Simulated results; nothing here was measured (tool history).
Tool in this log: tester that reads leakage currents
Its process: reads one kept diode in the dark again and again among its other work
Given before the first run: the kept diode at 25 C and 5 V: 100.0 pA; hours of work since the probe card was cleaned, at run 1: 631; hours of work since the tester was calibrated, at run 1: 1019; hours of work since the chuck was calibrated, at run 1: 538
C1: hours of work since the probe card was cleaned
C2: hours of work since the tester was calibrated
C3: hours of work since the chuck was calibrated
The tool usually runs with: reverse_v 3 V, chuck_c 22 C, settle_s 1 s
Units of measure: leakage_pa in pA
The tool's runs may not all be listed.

Run 1, hour 0: usual settings; C1 631; C2 1019; C3 538. Result: leakage_pa 66.85 pA.
Run 2, hour 136.2: usual settings but chuck_c 26 C; C1 723; C2 1112; C3 630. Result: leakage_pa 93.34 pA.
Run 3, hour 238.2: usual settings but chuck_c 26 C; C1 793; C2 1181; C3 700. Result: leakage_pa 94.35 pA.
Run 4, hour 355.6: usual settings but chuck_c 26 C; C1 873; C2 1261; C3 779. Result: leakage_pa 95.64 pA.
Run 5, hour 418.9: usual settings; C1 916; C2 1304; C3 822. Result: leakage_pa 70.15 pA.
Run 6, hour 502.3: usual settings; C1 972; C2 1360; C3 879. Result: leakage_pa 70.97 pA.
Run 7, hour 616.6: usual settings; C1 1050; C2 1438; C3 957. Result: leakage_pa 72.31 pA.
At hour 657: chuck's temperature calibrated.
Run 8, hour 712.1: usual settings but settle_s 2.1 s; C1 1113; C2 1502; C3 37. Result: leakage_pa 60.78 pA.
Run 9, hour 832.9: usual settings but reverse_v 14.76 V; C1 1196; C2 1584; C3 120. Result: leakage_pa 147.12 pA.
Run 10, hour 938: usual settings but reverse_v 14.76 V; C1 1267; C2 1655; C3 191. Result: leakage_pa 149.8 pA.
Run 11, hour 1027: usual settings but reverse_v 14.76 V; C1 1328; C2 1716; C3 252. Result: leakage_pa 151.35 pA.
Run 12, hour 1132.8: usual settings but reverse_v 14.76 V; C1 1399; C2 1788; C3 323. Result: leakage_pa 153.53 pA.
Run 13, hour 1219.9: usual settings but reverse_v 15 V; C1 1459; C2 1847; C3 383. Result: leakage_pa 157.26 pA.
Run 14, hour 1321.9: usual settings but reverse_v 1.15 V; C1 1528; C2 1916; C3 452. Result: leakage_pa 39.62 pA.
Run 15, hour 1449.4: usual settings; C1 1615; C2 2003; C3 539. Result: leakage_pa 67.45 pA.
Run 16, hour 1589.8: usual settings but reverse_v 12.92 V; C1 1710; C2 2098; C3 634. Result: leakage_pa 151.53 pA.
Run 17, hour 1713.6: usual settings; C1 1794; C2 2182; C3 718. Result: leakage_pa 69.82 pA.
Run 18, hour 1793.7: usual settings; C1 1849; C2 2237; C3 773. Result: leakage_pa 70.69 pA.
Run 19, hour 1911.5: usual settings but chuck_c 58 C; C1 1929; C2 2317; C3 853. Result: leakage_pa 962.21 pA.
Run 20, hour 2047: usual settings but chuck_c 23 C, settle_s 0.77 s; C1 2021; C2 2409; C3 945. Result: leakage_pa 78.78 pA.
At hour 2100.1: chuck's temperature calibrated.
Run 21, hour 2166.8: usual settings but chuck_c 23 C, settle_s 0.77 s; C1 2101; C2 2489; C3 45. Result: leakage_pa 66.89 pA.
Run 22, hour 2247.6: usual settings but reverse_v 2.56 V, chuck_c 51 C, settle_s 2.05 s; C1 2156; C2 2544; C3 100. Result: leakage_pa 493.08 pA.
At hour 2259.8: tester calibrated.
Run 23, hour 2323.9: usual settings but reverse_v 2.56 V, chuck_c 39 C, settle_s 0.32 s; C1 2206; C2 44; C3 151. Result: leakage_pa 218.91 pA.
Run 24, hour 2427.3: usual settings but reverse_v 2.27 V, chuck_c 57 C, settle_s 0.62 s; C1 2277; C2 114; C3 221. Result: leakage_pa 721.49 pA.
Run 25, hour 2546.5: usual settings but reverse_v 16.8 V, settle_s 2.23 s; C1 2358; C2 195; C3 302. Result: leakage_pa 165 pA.
Run 26, hour 2685.6: usual settings but reverse_v 6.43 V, chuck_c 44 C, settle_s 0.87 s; C1 2452; C2 289; C3 397. Result: leakage_pa 529.33 pA.

Run 27 comes next. What will it give?
Run 27, hour 2826.6: usual settings but reverse_v 16.39 V, chuck_c 30 C; C1 2548; C2 385; C3 493. Result: leakage_pa ?.

Run 27 measured leakage_pa 317.11 pA.
Take away the tool's hidden state, keep the run-to-run variation as it was, and the same run would have given leakage_pa 284.8 pA.

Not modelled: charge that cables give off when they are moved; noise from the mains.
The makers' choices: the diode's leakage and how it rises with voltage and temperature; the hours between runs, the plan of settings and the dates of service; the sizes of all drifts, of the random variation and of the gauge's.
